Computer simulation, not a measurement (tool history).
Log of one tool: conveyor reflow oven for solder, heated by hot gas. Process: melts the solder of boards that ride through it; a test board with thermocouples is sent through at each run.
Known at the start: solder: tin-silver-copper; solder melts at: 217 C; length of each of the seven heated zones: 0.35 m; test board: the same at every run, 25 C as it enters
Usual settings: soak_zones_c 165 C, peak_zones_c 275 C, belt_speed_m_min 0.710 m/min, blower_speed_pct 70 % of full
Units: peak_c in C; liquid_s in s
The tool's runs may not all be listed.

Run 1, hour 0.0: usual settings. Result: peak_c 260.7 C, liquid_s 46.7 s.
Run 2, hour 23.4: usual settings. Result: peak_c 260.8 C, liquid_s 47.1 s.
Run 3, hour 70.7: usual settings. Result: peak_c 260.4 C, liquid_s 47.1 s.
Run 4, hour 109.8: usual settings. Result: peak_c 261.1 C, liquid_s 46.5 s.
Run 5, hour 135.8: usual settings. Result: peak_c 260.7 C, liquid_s 47.0 s.
At hour 172.9: flux residue cleaned out of gas plates and filters.
Run 6, hour 174.3: usual settings. Result: peak_c 262.1 C, liquid_s 48.3 s.
Run 7, hour 198.8: usual settings. Result: peak_c 262.0 C, liquid_s 48.1 s.
Run 8, hour 224.7: usual settings. Result: peak_c 262.1 C, liquid_s 47.8 s.
Run 9, hour 261.5: usual settings. Result: peak_c 262.0 C, liquid_s 47.7 s.
Run 10, hour 294.8: usual settings. Result: peak_c 261.9 C, liquid_s 47.9 s.
Run 11, hour 331.4: usual settings. Result: peak_c 262.1 C, liquid_s 47.7 s.
Run 12, hour 365.9: usual settings but belt_speed_m_min 0.721 m/min. Result: peak_c 261.3 C, liquid_s 46.9 s.
Run 13, hour 402.9: usual settings but belt_speed_m_min 0.721 m/min. Result: peak_c 260.8 C, liquid_s 46.9 s.
Run 14, hour 436.4: usual settings but belt_speed_m_min 0.715 m/min, blower_speed_pct 83 % of full. Result: peak_c 264.0 C, liquid_s 48.6 s.
Run 15, hour 477.5: usual settings but soak_zones_c 158 C, peak_zones_c 276 C, belt_speed_m_min 0.827 m/min, blower_speed_pct 53 % of full. Result: peak_c 249.9 C, liquid_s 32.8 s.
Run 16, hour 503.3: usual settings but soak_zones_c 176 C, belt_speed_m_min 0.589 m/min, blower_speed_pct 56 % of full. Result: peak_c 266.4 C, liquid_s 63.6 s.
Run 17, hour 539.4: usual settings but soak_zones_c 163 C, belt_speed_m_min 0.589 m/min, blower_speed_pct 84 % of full. Result: peak_c 268.9 C, liquid_s 61.9 s.
At hour 543.4: thermocouples of zones 6 and 7 changed.
Run 18, hour 561.4: usual settings but soak_zones_c 177 C, peak_zones_c 282 C, belt_speed_m_min 0.624 m/min, blower_speed_pct 81 % of full. Result: peak_c 271.9 C, liquid_s 62.4 s.
Run 19, hour 583.2: usual settings but soak_zones_c 177 C, peak_zones_c 270 C, belt_speed_m_min 0.723 m/min, blower_speed_pct 59 % of full. Result: peak_c 253.1 C, liquid_s 45.4 s.
Run 20, hour 611.5: usual settings but soak_zones_c 177 C, peak_zones_c 270 C, belt_speed_m_min 0.723 m/min, blower_speed_pct 59 % of full. Result: peak_c 252.9 C, liquid_s 45.3 s.
Run 21, hour 643.6: usual settings but soak_zones_c 177 C, peak_zones_c 270 C, belt_speed_m_min 0.723 m/min, blower_speed_pct 59 % of full. Result: peak_c 252.8 C, liquid_s 45.6 s.
Run 22, hour 669.4: usual settings but soak_zones_c 164 C, peak_zones_c 264 C. Result: peak_c 248.5 C, liquid_s 40.7 s.
Run 23, hour 707.4: usual settings but soak_zones_c 166 C, peak_zones_c 286 C, belt_speed_m_min 0.703 m/min, blower_speed_pct 76 % of full. Result: peak_c 269.5 C, liquid_s 51.9 s.
Run 24, hour 755.1: usual settings but soak_zones_c 175 C, peak_zones_c 279 C, belt_speed_m_min 0.616 m/min, blower_speed_pct 50 % of full. Result: peak_c 263.6 C, liquid_s 59.1 s.
Run 25, hour 778.3: usual settings but soak_zones_c 172 C, peak_zones_c 281 C, belt_speed_m_min 0.703 m/min, blower_speed_pct 50 % of full. Result: peak_c 260.0 C, liquid_s 48.4 s.
Run 26, hour 813.7: usual settings but soak_zones_c 172 C, peak_zones_c 265 C, belt_speed_m_min 0.703 m/min, blower_speed_pct 53 % of full. Result: peak_c 247.3 C, liquid_s 41.4 s.

4 ways to go on from here, each from the tool as it stands after run 26. What would each give?
Run A, hour 842.3: usual settings but soak_zones_c 172 C, peak_zones_c 265 C, belt_speed_m_min 0.609 m/min, blower_speed_pct 72 % of full. Result: peak_c ?, liquid_s ?.
Run B, hour 842.3: usual settings but soak_zones_c 160 C, peak_zones_c 269 C, blower_speed_pct 75 % of full. Result: peak_c ?, liquid_s ?.
Run C, hour 842.3: usual settings but soak_zones_c 164 C, belt_speed_m_min 0.732 m/min, blower_speed_pct 72 % of full. Result: peak_c ?, liquid_s ?.
Run D, hour 842.3: usual settings but soak_zones_c 179 C, peak_zones_c 265 C, belt_speed_m_min 0.703 m/min, blower_speed_pct 53 % of full. Result: peak_c ?, liquid_s ?.

run  peak_c  liquid_s
  A   255.0      55.6
  B   253.5      42.7
  C   257.8      43.9
  D   248.8      44.6
Without the tool's hidden state the same runs would have given:
run  peak_c  liquid_s
  A   255.3      54.6
  B   254.0      42.1
  C   258.3      43.3
  D   249.1      43.8
